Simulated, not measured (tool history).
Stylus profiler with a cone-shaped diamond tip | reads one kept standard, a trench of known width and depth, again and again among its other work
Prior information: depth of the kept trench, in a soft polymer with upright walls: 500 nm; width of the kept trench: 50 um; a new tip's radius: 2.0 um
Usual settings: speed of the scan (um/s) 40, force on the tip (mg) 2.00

run    hour  speed of the scan (um/s)  force on the tip (mg)  depth of the trench (Å)  width of the trench's floor (µm)
  1     0.0                        40                   2.00                   5037.1                             46.15
  2    91.7                        40                   2.00                   5033.9                             46.15
  3   146.1                        40                   2.00                   5035.5                             46.10
      244.8  -- new tip fitted, height scale calibrated
  4   248.4                        40                   2.00                   5033.9                             47.12
  5   353.6                        40                   3.73                   5054.0                             47.11
  6   409.0                        40                   1.60                   5030.7                             47.00
  7   508.1                        40                   1.60                   5028.8                             47.01
  8   554.0                        40                   1.60                   5031.0                             46.94
  9   626.5                        40                   1.60                   5030.9                             46.94
 10   708.4                        35                   1.60                   5032.9                             46.92
 11   814.4                        42                   1.60                   5035.8                             46.77
 12   906.1                        40                   2.00                   5040.8                             46.81
 13   969.6                        40                   2.00                   5042.3                             46.80
 14  1021.7                        10                   2.00                   5045.5                             47.03
 15  1070.8                        10                   2.00                   5042.7                             46.96
 16  1163.6                        10                   2.00                   5047.1                             46.94
 17  1265.9                        10                   2.00                   5046.5                             46.92
 18  1373.0                       107                   2.00                   5049.3                             46.26
 19  1457.9                       107                   2.16                   5052.2                             46.18
 20  1550.1                        40                   2.00                   5047.8                             46.59
 21  1640.2                        49                   2.00                   5052.9                             46.55
 22  1726.3                        40                   1.50                   5048.8                             46.53
 23  1813.2                        14                   2.62                   5062.4                             46.67
 24  1911.8                        84                   1.15                   5046.3                             45.98
 25  1981.4                        17                   3.57                   5071.8                             46.64
 26  2061.3                        17                   3.57                   5073.2                             46.61
 27  2137.9                        43                   0.82                   5044.8                             46.28
 28  2220.5                        69                   0.73                   5044.9                             45.91
 29  2292.6                        32                   4.48                   5083.5                             46.50
 30  2383.1                        19                   3.23                   5075.4                             46.53
     2390.0  -- height scale calibrated on a step standard
 31  2466.9                        14                   1.44                   5027.4                             46.46
 32  2559.0                        14                   1.72                   5032.4                             46.44
 33  2633.9                        13                   0.95                   5025.4                             46.38
 34  2712.4                        12                   2.57                   5044.9                             46.37
 35  2764.0                        20                   5.96                   5075.8                             46.38
 36  2832.7                        20                   5.96                   5077.0                             46.32
     2882.1  -- new tip fitted, height scale calibrated
 37  2914.4                        14                   0.68                   5016.8                             47.16
 38  2975.7                       143                   4.12                   5055.1                             46.63
 39  3073.8                       140                   2.06                   5037.3                             46.33
 40  3144.2                        44                   2.06                   5037.7                             46.89
 41  3215.7                        44                   2.06                   5038.0                             46.99
 42  3263.7                        44                   2.06                   5039.7                             46.88

The same runs without the tool's hidden state, with the same run-to-run variation:
Unlogged tool condition in this case: radius of the tip, um; height scale over the true one, %; drift of the gauge itself on depth_nm, %; drift of the gauge itself on floor_um, %.
run  depth of the trench (Å)  width of the trench's floor (µm)
  1                   5035.4                             47.11
  2                   5030.9                             47.13
  3                   5031.7                             47.10
  4                   5034.9                             47.12
  5                   5053.6                             47.15
  6                   5029.4                             47.07
  7                   5026.2                             47.12
  8                   5027.6                             47.07
  9                   5026.6                             47.09
 10                   5027.5                             47.11
 11                   5028.9                             47.00
 12                   5032.6                             47.08
 13                   5033.3                             47.09
 14                   5035.8                             47.33
 15                   5032.3                             47.28
 16                   5035.4                             47.30
 17                   5033.4                             47.32
 18                   5034.6                             46.70
 19                   5036.2                             46.65
 20                   5030.6                             47.09
 21                   5034.5                             47.09
 22                   5029.1                             47.09
 23                   5041.5                             47.26
 24                   5024.2                             46.61
 25                   5048.6                             47.29
 26                   5048.8                             47.29
 27                   5019.6                             46.98
 28                   5018.6                             46.64
 29                   5055.9                             47.26
 30                   5046.7                             47.31
 31                   5026.0                             47.27
 32                   5029.7                             47.28
 33                   5021.8                             47.24
 34                   5040.1                             47.26
 35                   5070.2                             47.28
 36                   5070.4                             47.25
 37                   5016.6                             47.23
 38                   5054.1                             46.73
 39                   5035.0                             46.46
 40                   5034.5                             47.05
 41                   5033.8                             47.17
 42                   5034.7                             47.08

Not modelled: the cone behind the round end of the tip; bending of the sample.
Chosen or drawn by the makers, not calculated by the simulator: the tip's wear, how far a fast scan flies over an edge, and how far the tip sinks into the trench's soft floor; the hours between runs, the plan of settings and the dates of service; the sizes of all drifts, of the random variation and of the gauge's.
